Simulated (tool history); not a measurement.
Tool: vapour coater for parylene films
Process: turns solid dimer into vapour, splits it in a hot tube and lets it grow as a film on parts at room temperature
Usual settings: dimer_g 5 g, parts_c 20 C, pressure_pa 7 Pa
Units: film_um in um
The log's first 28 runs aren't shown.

| run | hour | dimer_g | parts_c | pressure_pa | hours of work since the trap's valve was overhauled | hours of work since the table's thermometer was calibrated | film_um |
|---|---|---|---|---|---|---|---|
| 29 | 464.7 | 5 | 15 | 2.07 | 151 | 442 | 5.15 |
| 30 | 483.9 | 5 | 18 | 2.29 | 160 | 451 | 4.71 |
| 31 | 503.7 | 5 | 18 | 2.29 | 168 | 459 | 4.73 |
| 32 | 524.4 | 5 | 20 | 11.13 | 177 | 468 | 3.38 |
| 33 | 537.9 | 6 | 14 | 6.11 | 183 | 474 | 5.08 |
| 34 | 553.2 | 6 | 14 | 6.11 | 189 | 480 | 5.08 |
| 35 | 563 | 6 | 14 | 6.11 | 193 | 485 | 5.08 |
| 36 | 583.4 | 6 | 14 | 6.11 | 202 | 493 | 5.08 |
| 37 | 598.9 | 9 | 20 | 8.73 | 209 | 500 | 6.27 |
| 38 | 615.5 | 9 | 20 | 8.73 | 216 | 507 | 6.25 |
| 39 | 631.6 | 9 | 26 | 8.73 | 223 | 514 | 5.54 |
|  | 641.7 | gauge calibrated |
| 40 | 642.5 | 9 | 26 | 8.73 | 228 | 519 | 5.8 |
| 41 | 657.8 | 4 | 16 | 3.55 | 234 | 525 | 3.74 |
| 42 | 678.3 | 4 | 16 | 3.55 | 243 | 534 | 3.73 |
| 43 | 690.6 | 4 | 20 | 2.04 | 248 | 539 | 3.81 |
| 44 | 713.8 | 2 | 22 | 10 | 258 | 549 | 1.36 |
| 45 | 727.8 | 2 | 22 | 10 | 264 | 555 | 1.35 |
| 46 | 737.5 | 6 | 21 | 8.64 | 268 | 559 | 4.24 |
| 47 | 760.4 | 3 | 24 | 6.22 | 278 | 569 | 2.09 |

Forecast each of these 4 alternatives for the next run:
| A | 783.6 | 4 | 20 | 7 | 288 | 579 | ? |
| B | 783.6 | 2 | 17 | 4.26 | 288 | 579 | ? |
| C | 783.6 | 3 | 24 | 10.63 | 288 | 579 | ? |
| D | 783.6 | 3 | 27 | 5.08 | 288 | 579 | ? |

| run | film_um |
|---|---|
| A | 3.01 |
| B | 1.75 |
| C | 1.91 |
| D | 2.07 |
Without the tool's hidden state the same runs would have given:
| run | film_um |
|---|---|
| A | 3.07 |
| B | 1.78 |
| C | 1.94 |
| D | 2.1 |

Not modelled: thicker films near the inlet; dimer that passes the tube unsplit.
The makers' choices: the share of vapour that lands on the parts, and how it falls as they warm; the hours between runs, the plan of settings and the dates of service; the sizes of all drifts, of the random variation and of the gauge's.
